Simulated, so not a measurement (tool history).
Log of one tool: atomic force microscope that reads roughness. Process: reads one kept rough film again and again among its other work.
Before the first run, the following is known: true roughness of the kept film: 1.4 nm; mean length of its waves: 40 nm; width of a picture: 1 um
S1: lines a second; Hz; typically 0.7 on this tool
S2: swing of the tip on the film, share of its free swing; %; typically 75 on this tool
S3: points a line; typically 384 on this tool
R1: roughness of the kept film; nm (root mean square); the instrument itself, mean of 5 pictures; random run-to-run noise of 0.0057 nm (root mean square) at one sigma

| run | day | S1 | S2 | S3 | R1 |
|---|---|---|---|---|---|
| 1 | 0 | 0.7 | 75 | 384 | 1.249 |
| 2 | 0.45 | 0.7 | 75 | 896 | 1.228 |
|  | 0.579 | new tip fitted |
| 3 | 1.067 | 0.7 | 75 | 402 | 1.275 |
| 4 | 1.558 | 0.7 | 75 | 384 | 1.251 |
|  | 2.008 | new tip fitted |
| 5 | 2.125 | 0.7 | 61 | 384 | 1.336 |
| 6 | 2.608 | 0.7 | 61 | 384 | 1.306 |
| 7 | 2.971 | 0.7 | 61 | 384 | 1.271 |
| 8 | 3.358 | 0.7 | 61 | 384 | 1.255 |
|  | 3.45 | new tip fitted |
| 9 | 3.871 | 0.7 | 67 | 384 | 1.296 |
| 10 | 4.238 | 0.7 | 67 | 384 | 1.273 |
| 11 | 4.658 | 2.018 | 75 | 384 | 1.158 |
|  | 4.862 | new tip fitted |
| 12 | 5.083 | 1.123 | 68 | 827 | 1.281 |
| 13 | 5.712 | 1.123 | 68 | 827 | 1.249 |
|  | 6.25 | new tip fitted |
| 14 | 6.442 | 0.7 | 65 | 346 | 1.318 |
| 15 | 6.821 | 0.645 | 65 | 346 | 1.291 |
| 16 | 7.592 | 0.649 | 75 | 909 | 1.241 |
|  | 7.675 | new tip fitted |
| 17 | 8.062 | 0.649 | 75 | 909 | 1.287 |
| 18 | 8.85 | 1.825 | 75 | 909 | 1.168 |
|  | 9.046 | new tip fitted |
| 19 | 9.267 | 3.695 | 86 | 384 | 0.98 |
| 20 | 9.812 | 0.7 | 75 | 495 | 1.26 |
|  | 10.475 | new tip fitted |
| 21 | 10.517 | 0.929 | 76 | 317 | 1.28 |
| 22 | 11.133 | 0.929 | 76 | 317 | 1.246 |

Below are 3 alternative next runs, each starting from the tool's condition after run 22. Predict each:
|  | 11.875 | new tip fitted |
| A | 11.929 | 0.929 | 72 | 689 | ? |
|  | 11.875 | new tip fitted |
| B | 11.929 | 1.927 | 75 | 284 | ? |
|  | 11.875 | new tip fitted |
| C | 11.929 | 0.757 | 73 | 868 | ? |

| run | R1 |
|---|---|
| A | 1.295 |
| B | 1.206 |
| C | 1.311 |
With the hidden condition removed and each run's random variation left untouched, the same runs would have given:
| run | R1 |
|---|---|
| A | 1.303 |
| B | 1.214 |
| C | 1.32 |
